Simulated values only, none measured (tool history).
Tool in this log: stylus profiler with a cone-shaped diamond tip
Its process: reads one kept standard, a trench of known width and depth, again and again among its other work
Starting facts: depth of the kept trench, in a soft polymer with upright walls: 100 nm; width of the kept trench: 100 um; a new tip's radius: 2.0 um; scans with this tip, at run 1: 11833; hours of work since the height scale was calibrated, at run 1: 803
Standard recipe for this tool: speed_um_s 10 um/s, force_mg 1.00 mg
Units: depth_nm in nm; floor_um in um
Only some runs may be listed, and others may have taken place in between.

run	hour	speed_um_s	force_mg	scans with this tip	hours of work since the height scale was calibrated	depth_nm	floor_um
1	0.0	10	1.00	11833	803	100.48	98.70
2	60.5	10	1.00	12261	832	100.46	98.71
3	149.6	10	1.00	12892	875	100.46	98.73
4	221.8	10	1.00	13403	910	100.43	98.70
5	320.2	10	1.00	14100	957	100.45	98.66
6	377.3	10	0.37	14503	984	100.22	98.66
7	442.9	19	1.00	14968	1016	100.48	98.67
8	523.6	19	1.00	15539	1055	100.45	98.69
# hour 603.0: height scale calibrated on a step standard
9	603.3	19	1.00	16100	0	100.47	98.62
10	668.7	10	1.96	16562	32	100.73	98.69
11	729.3	10	1.96	16991	61	100.71	98.71
12	784.5	15	1.00	17381	87	100.50	98.68
13	829.7	15	1.00	17701	109	100.42	98.68
14	896.8	10	1.00	18177	141	100.43	98.69
15	975.6	10	1.09	18734	179	100.49	98.65
16	1016.6	10	1.09	19024	199	100.49	98.71
17	1111.4	10	1.09	19695	244	100.47	98.63
18	1194.3	10	1.09	20282	284	100.44	98.68
19	1248.1	10	1.00	20663	310	100.50	98.70
20	1318.7	10	1.00	21162	344	100.49	98.71
21	1383.6	10	1.00	21622	375	100.39	98.71
22	1447.7	10	1.00	22075	406	100.46	98.77
23	1541.6	10	0.90	22740	451	100.43	98.72
24	1612.0	6	0.76	23238	485	100.41	98.71
25	1671.9	2	1.20	23662	513	100.53	98.75
26	1748.1	2	1.20	24201	550	100.54	98.74
27	1807.1	2	1.20	24619	578	100.48	98.71
28	1871.7	25	1.42	25076	609	100.56	98.62
29	1965.6	25	1.42	25740	655	100.55	98.62
30	2064.6	31	0.34	26441	702	100.18	98.54
# hour 2113.5: new tip fitted, height scale calibrated
31	2125.3	31	1.02	83	6	100.40	98.67
32	2181.4	31	1.02	480	33	100.43	98.66
33	2233.1	16	0.60	846	57	100.31	98.69
34	2290.2	24	0.34	1250	85	100.21	98.62
35	2350.6	13	0.39	1678	114	100.22	98.67
36	2410.3	13	0.39	2100	143	100.25	98.73
37	2465.9	5	2.08	2494	169	100.71	98.75
38	2554.3	5	2.08	3120	212	100.74	98.70
39	2622.2	5	2.08	3600	244	100.76	98.77
40	2696.5	5	2.08	4126	280	100.70	98.73
41	2762.4	6	0.94	4592	312	100.42	98.70
42	2821.3	5	0.42	5009	340	100.26	98.68
43	2889.9	6	0.58	5495	373	100.27	98.78
44	2975.9	6	0.58	6103	414	100.30	98.72
45	3053.2	10	0.44	6650	451	100.28	98.71
46	3097.0	4	1.79	6961	472	100.64	98.74

Selected run-to-run steps in floor_um, each split into two signed amounts: the part the tool would show with no hidden state at all (from settings, incoming material and random variation), and the remainder, which goes to the hidden state together with any gauge scatter not common to the measured and the hidden-state-free results:
Hidden conditions of the tool in this case: radius of the tip, um; height scale over the true one, %; drift of the gauge itself on depth_nm, %; drift of the gauge itself on floor_um, %.
Run 2 -> 3: no setting touched and nothing written in the log between the runs. floor_um +0.02 um: hidden state -0.01, all else +0.03.
Run 3 -> 4: no setting touched and nothing written in the log between the runs. floor_um -0.03 um: hidden state +0.01, all else -0.04.
Run 27 -> 28: speed_um_s 2 -> 25, force_mg 1.20 -> 1.42. floor_um -0.09 um: hidden state +0.00, all else -0.09.
Run 30 -> 31: force_mg 0.34 -> 1.02, new tip fitted, height scale calibrated. floor_um +0.13 um: hidden state +0.03, all else +0.10.
Run 42 -> 43: speed_um_s 5 -> 6, force_mg 0.42 -> 0.58. floor_um +0.10 um: hidden state -0.01, all else +0.11.
